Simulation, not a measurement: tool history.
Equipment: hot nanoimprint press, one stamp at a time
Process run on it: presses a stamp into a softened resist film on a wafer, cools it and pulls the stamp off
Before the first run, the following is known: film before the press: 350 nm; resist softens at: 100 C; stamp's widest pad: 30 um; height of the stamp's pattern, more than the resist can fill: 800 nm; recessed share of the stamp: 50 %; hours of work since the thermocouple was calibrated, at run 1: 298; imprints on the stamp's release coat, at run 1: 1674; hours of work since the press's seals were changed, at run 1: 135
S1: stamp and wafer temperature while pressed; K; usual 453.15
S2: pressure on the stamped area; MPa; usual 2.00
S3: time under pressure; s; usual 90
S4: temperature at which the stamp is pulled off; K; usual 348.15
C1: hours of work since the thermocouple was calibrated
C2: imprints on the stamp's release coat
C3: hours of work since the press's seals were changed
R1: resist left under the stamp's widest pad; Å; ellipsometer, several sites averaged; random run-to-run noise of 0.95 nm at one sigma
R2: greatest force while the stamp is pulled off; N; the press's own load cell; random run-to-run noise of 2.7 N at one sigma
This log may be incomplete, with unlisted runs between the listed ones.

run	hour	S1	S2	S3	S4	C1	C2	C3	R1	R2
1	0.0	453.15	2.00	90	348.15	298	1674	135	1338	135
2	6.2	453.15	2.00	54	348.15	302	1695	139	1608	129
3	10.4	453.15	2.00	54	348.15	304	1710	142	1604	131
4	17.9	451.15	2.00	54	348.15	309	1736	146	1703	123
5	22.4	451.15	2.00	54	348.15	312	1752	149	1727	127
6	28.3	453.15	2.00	90	348.15	316	1772	153	1328	129
7	36.7	453.15	2.00	90	348.15	322	1801	159	1337	131
8	44.5	453.15	2.00	79	344.15	327	1828	164	1390	146
9	49.4	453.15	1.84	90	348.15	330	1845	167	1409	128
10	53.7	453.15	2.00	62	348.15	333	1860	170	1534	131
11	59.8	451.15	1.20	107	338.15	337	1882	174	1762	165
12	65.7	452.15	2.82	98	338.15	341	1902	178	1110	154
13	73.5	448.15	1.27	114	347.15	346	1929	183	1877	131

4 ways to go on from here, each from the tool as it stands after run 13. What would each give?
A	78.6	463.15	2.00	90	348.15	349	1947	186	?	?
B	78.6	448.15	1.27	114	345.15	349	1947	186	?	?
C	78.6	445.15	2.00	160	348.15	349	1947	186	?	?
D	78.6	462.15	1.51	114	341.15	349	1947	186	?	?

run	R1	R2
A	949	131
B	1868	138
C	1469	128
D	1040	150
Without the tool's hidden state the same runs would have given:
run	R1	R2
A	948	129
B	1866	136
C	1467	126
D	1039	148

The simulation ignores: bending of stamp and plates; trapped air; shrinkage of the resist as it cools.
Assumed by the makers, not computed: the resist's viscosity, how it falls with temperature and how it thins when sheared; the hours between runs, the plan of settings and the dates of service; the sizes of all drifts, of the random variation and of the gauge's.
